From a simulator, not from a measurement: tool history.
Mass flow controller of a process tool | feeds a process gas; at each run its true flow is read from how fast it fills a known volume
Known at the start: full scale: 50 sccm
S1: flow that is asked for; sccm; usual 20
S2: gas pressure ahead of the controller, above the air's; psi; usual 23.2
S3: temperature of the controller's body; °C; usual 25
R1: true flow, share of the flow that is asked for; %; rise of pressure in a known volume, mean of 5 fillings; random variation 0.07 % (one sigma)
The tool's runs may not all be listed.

run	hour	S1	S2	S3	R1
1	0	20	23.2	25	98.87
2	349.6	20	23.2	25	98.96
3	562.2	12	23.2	25	99.15
4	836.7	12	23.2	35	99.2
5	1107.7	12	23.2	35	99.23
6	1419.1	12	23.2	35	99.44
7	1654.2	12	21.5	35	99.51
8	1853.3	20	25.8	25	99.63
9	2083.8	21	23.2	25	99.79
10	2428.2	21	23.2	25	99.81
11	2682.1	21	23.2	25	100.12
12	2970.3	20	39.9	25	100.88
13	3215.9	20	39.9	25	100.93
14	3462.1	20	39.9	25	101.11
15	3700.1	20	27.7	25	100.65
16	4017.4	20	27.7	25	100.79
17	4393.6	20	27.7	23	100.9
18	4623.6	13	21.2	24	101.22
# hour 4798.7: controller's zero set anew
19	4890.8	13	21.2	24	98.76
20	5157.6	13	21.2	22	99.05
21	5538.7	13	21.2	22	99.29
22	5811.5	20	34.8	36	99.74
23	6176.7	7	23.2	25	99.91
24	6334.3	7	23.2	25	99.88
25	6578.1	31	20.6	23	100.32
26	6927.3	31	33.4	22	100.99
27	7167	31	33.4	22	101.16
28	7479.3	31	33.4	22	101.1

Forecast each of these 5 alternatives for the next run:
A	7831.1	28	38.1	31	?
B	7831.1	12	21.8	21	?
C	7831.1	21	36.5	24	?
D	7831.1	33	22.9	30	?
E	7831.1	31	33.4	29	?

run	R1
A	101.11
B	100.59
C	101.05
D	100.79
E	101.14
Without the tool's hidden state the same runs would have given:
run	R1
A	98.88
B	97.61
C	98.63
D	98.64
E	98.96
